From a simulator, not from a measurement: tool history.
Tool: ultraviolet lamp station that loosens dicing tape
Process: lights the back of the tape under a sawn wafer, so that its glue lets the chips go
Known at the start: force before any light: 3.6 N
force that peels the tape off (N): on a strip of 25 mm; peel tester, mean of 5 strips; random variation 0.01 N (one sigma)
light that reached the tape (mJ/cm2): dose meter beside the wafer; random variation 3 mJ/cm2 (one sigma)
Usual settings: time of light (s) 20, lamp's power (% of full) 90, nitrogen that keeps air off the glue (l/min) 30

| run | hour | time of light (s) | lamp's power (% of full) | nitrogen that keeps air off the glue (l/min) | force that peels the tape off (N) | light that reached the tape (mJ/cm2) |
|---|---|---|---|---|---|---|
| 1 | 0 | 20 | 90 | 30 | 0.515 | 401 |
| 2 | 5.2 | 10 | 90 | 30 | 1.188 | 204 |
| 3 | 16.5 | 10 | 90 | 30 | 1.252 | 199 |
| 4 | 25.6 | 10 | 90 | 30 | 1.239 | 199 |
| 5 | 35.8 | 20 | 90 | 30 | 0.517 | 394 |
| 6 | 41.7 | 13 | 90 | 30 | 0.919 | 256 |
| 7 | 51.2 | 13 | 90 | 30 | 0.923 | 260 |
| 8 | 63.5 | 13 | 90 | 30 | 0.932 | 259 |
| 9 | 69.1 | 13 | 90 | 30 | 0.882 | 259 |
| 10 | 76.3 | 13 | 90 | 30 | 0.936 | 252 |
| 11 | 84.8 | 13 | 90 | 30 | 0.924 | 255 |
| 12 | 90.2 | 19 | 90 | 30 | 0.579 | 373 |
| 13 | 96.2 | 19 | 90 | 30 | 0.571 | 361 |
| 14 | 103 | 20 | 90 | 30 | 0.535 | 384 |
| 15 | 110.4 | 20 | 90 | 9 | 0.897 | 384 |
| 16 | 117 | 20 | 90 | 30 | 0.553 | 381 |
| 17 | 124 | 20 | 90 | 30 | 0.495 | 413 |
| 18 | 131.9 | 20 | 90 | 30 | 0.485 | 417 |
| 19 | 143 | 20 | 90 | 30 | 0.502 | 412 |
| 20 | 152.3 | 20 | 90 | 13 | 0.687 | 412 |
| 21 | 158.3 | 20 | 75 | 13 | 0.852 | 342 |
| 22 | 166.2 | 20 | 75 | 13 | 0.888 | 341 |
| 23 | 176.3 | 20 | 75 | 13 | 0.856 | 339 |
| 24 | 181.5 | 18 | 90 | 29 | 0.597 | 366 |
| 25 | 190.6 | 14 | 63 | 30 | 1.218 | 202 |
| 26 | 203.1 | 14 | 63 | 30 | 1.251 | 200 |
| 27 | 215.6 | 34 | 94 | 14 | 0.322 | 725 |
| 28 | 223.7 | 37 | 90 | 51 | 0.247 | 750 |
| 29 | 234.2 | 37 | 74 | 51 | 0.279 | 610 |
| 30 | 241.9 | 14 | 60 | 24 | 1.378 | 190 |
| 31 | 249.1 | 34 | 92 | 58 | 0.245 | 700 |
| 32 | 261.3 | 20 | 89 | 30 | 0.501 | 399 |
| 33 | 267.7 | 34 | 90 | 30 | 0.27 | 691 |
| 34 | 280.2 | 20 | 95 | 31 | 0.451 | 428 |
| 35 | 290.4 | 26 | 62 | 15 | 0.808 | 359 |
| 36 | 301.9 | 11 | 99 | 26 | 1.003 | 248 |
| 37 | 312.9 | 10 | 73 | 30 | 1.488 | 163 |
| 38 | 322.2 | 10 | 73 | 30 | 1.453 | 162 |
| 39 | 331 | 11 | 61 | 50 | 1.411 | 148 |
| 40 | 343.1 | 11 | 61 | 11 | 1.979 | 149 |
| 41 | 348.3 | 12 | 63 | 12 | 1.777 | 166 |
| 42 | 356.3 | 25 | 63 | 35 | 0.602 | 350 |

Taken out of this log: 2 entries between the listed runs. Where each belongs, and how the hidden state differs across it:
Between runs 12 and 13: window cleaned of glue's vapour (hour 91.3)
  lamp's light, % of a new lamp's: 96.3 -> 96.2; light that the window lets through, % of a clean one's: 94 -> 91.2
  measured less the result without the state, force that peels the tape off (N): +0.075 -> +0.096; light that reached the tape (mJ/cm2): -39 -> -51
Between runs 16 and 17: window cleaned of glue's vapour, once more (hour 121.1)
  lamp's light, % of a new lamp's: 96 -> 95.9; light that the window lets through, % of a clean one's: 91.1 -> 99.3
  measured less the result without the state, force that peels the tape off (N): +0.093 -> +0.032; light that reached the tape (mJ/cm2): -54 -> -20
